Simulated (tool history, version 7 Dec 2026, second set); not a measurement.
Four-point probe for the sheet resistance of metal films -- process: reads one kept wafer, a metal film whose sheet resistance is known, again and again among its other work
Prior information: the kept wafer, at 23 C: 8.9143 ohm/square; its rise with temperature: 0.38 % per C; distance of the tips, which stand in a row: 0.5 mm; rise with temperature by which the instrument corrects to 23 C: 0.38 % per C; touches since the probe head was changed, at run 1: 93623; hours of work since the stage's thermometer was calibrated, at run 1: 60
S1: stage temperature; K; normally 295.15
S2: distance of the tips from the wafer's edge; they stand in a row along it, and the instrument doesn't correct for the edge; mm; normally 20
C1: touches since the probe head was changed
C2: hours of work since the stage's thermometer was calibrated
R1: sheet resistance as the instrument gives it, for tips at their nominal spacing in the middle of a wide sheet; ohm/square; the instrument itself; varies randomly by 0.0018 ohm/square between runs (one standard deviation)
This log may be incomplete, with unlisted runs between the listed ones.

{"run": 1, "hour": 0.0, "S1": 295.15, "S2": 20, "C1": 93623, "C2": 60, "R1": 8.97424}
{"run": 2, "hour": 117.6, "S1": 295.15, "S2": 20, "C1": 95976, "C2": 147, "R1": 8.979205}
{"run": 3, "hour": 207.5, "S1": 295.15, "S2": 20, "C1": 97774, "C2": 214, "R1": 8.977435}
{"run": 4, "hour": 271.4, "S1": 295.15, "S2": 15, "C1": 99052, "C2": 262, "R1": 8.981841}
{"run": 5, "hour": 345.2, "S1": 295.15, "S2": 13, "C1": 100529, "C2": 317, "R1": 8.986853}
{"run": 6, "hour": 424.7, "S1": 297.15, "S2": 20, "C1": 102119, "C2": 377, "R1": 8.979195}
{"run": 7, "hour": 532.7, "S1": 297.15, "S2": 20, "C1": 104280, "C2": 457, "R1": 8.984437}
{"run": 8, "hour": 645.6, "S1": 295.15, "S2": 14, "C1": 106537, "C2": 541, "R1": 8.990748}
{"run": 9, "hour": 720.1, "S1": 292.15, "S2": 20, "C1": 108028, "C2": 597, "R1": 8.986931}
{"run": 10, "hour": 771.7, "S1": 292.15, "S2": 20, "C1": 109060, "C2": 636, "R1": 8.99025}
{"hour": 778.5, "done": "stage's thermometer calibrated"}
{"run": 11, "hour": 847.1, "S1": 293.15, "S2": 3, "C1": 110558, "C2": 51, "R1": 9.122791}
{"run": 12, "hour": 959.7, "S1": 307.15, "S2": 13, "C1": 112811, "C2": 135, "R1": 8.99782}
{"run": 13, "hour": 1016.5, "S1": 307.15, "S2": 13, "C1": 113947, "C2": 178, "R1": 8.997868}
{"run": 14, "hour": 1078.7, "S1": 307.15, "S2": 13, "C1": 115192, "C2": 224, "R1": 9.000035}
{"run": 15, "hour": 1154.4, "S1": 307.15, "S2": 13, "C1": 116707, "C2": 281, "R1": 8.999444}
{"run": 16, "hour": 1215.8, "S1": 292.15, "S2": 69, "C1": 117935, "C2": 326, "R1": 8.999443}
{"run": 17, "hour": 1272.4, "S1": 296.15, "S2": 69, "C1": 119066, "C2": 369, "R1": 8.99821}
{"run": 18, "hour": 1353.3, "S1": 304.15, "S2": 8, "C1": 120685, "C2": 429, "R1": 9.013534}
{"hour": 1362.8, "done": "stage's thermometer calibrated, once more"}
{"run": 19, "hour": 1452.5, "S1": 307.15, "S2": 55, "C1": 122659, "C2": 67, "R1": 8.98816}

Some steps in R1, run to run, broken into two amounts with sign: the step expected even without the hidden condition (settings, incoming material, random variation), and the rest, left for the hidden condition together with whatever gauge scatter is not in both the measured and the hidden-condition-free result:
Unlogged tool condition in this case: inner tips' distance over the nominal, %; tips' flats over new ones', %; wafer's true temperature over the reading, C; drift of the gauge itself on sheet_ohm, %.
Run 10 -> 11: S1 292.15 -> 293.15, S2 20 -> 3, stage's thermometer calibrated. R1 +0.132541 ohm/square: hidden state +0.004167, all else +0.128374.
Run 18 -> 19: S1 304.15 -> 307.15, S2 8 -> 55, stage's thermometer calibrated, once more. R1 -0.025374 ohm/square: hidden state -0.010132, all else -0.015242.

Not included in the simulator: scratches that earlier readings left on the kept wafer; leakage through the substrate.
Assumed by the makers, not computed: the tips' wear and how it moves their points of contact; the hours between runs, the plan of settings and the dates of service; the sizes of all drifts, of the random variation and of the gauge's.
